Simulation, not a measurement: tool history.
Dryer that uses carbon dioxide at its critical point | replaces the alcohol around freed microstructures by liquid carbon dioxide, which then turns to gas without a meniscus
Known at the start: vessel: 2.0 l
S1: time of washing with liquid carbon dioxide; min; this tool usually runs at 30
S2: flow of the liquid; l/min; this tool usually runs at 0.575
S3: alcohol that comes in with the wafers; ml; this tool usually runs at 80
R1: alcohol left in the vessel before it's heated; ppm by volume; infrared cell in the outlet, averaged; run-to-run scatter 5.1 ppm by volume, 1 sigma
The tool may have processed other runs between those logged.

run,hour,S1,S2,S3,R1
1,0,30,0.575,80,117
2,35.3,24,0.575,80,323
3,73.9,30,0.575,80,127
4,105.7,30,0.575,80,125
5,142.1,30,0.575,110,176
6,176.3,30,0.575,110,177
7,197.9,30,0.599,88,127
8,238.4,33,0.575,21,75
9,255.8,33,0.575,21,65
10,282.5,29,0.723,44,70
11,307.8,22,0.461,46,747
12,347.5,30,0.461,89,456

Alternative continuations, all from the tool just after run 12; predict every row:
A,372.2,30,0.369,74,?
B,372.2,25,0.461,41,?
C,372.2,24,0.575,55,?

run,R1
A,930
B,472
C,324
What these runs would have given with no unlogged condition in the tool:
run,R1
A,635
B,303
C,185

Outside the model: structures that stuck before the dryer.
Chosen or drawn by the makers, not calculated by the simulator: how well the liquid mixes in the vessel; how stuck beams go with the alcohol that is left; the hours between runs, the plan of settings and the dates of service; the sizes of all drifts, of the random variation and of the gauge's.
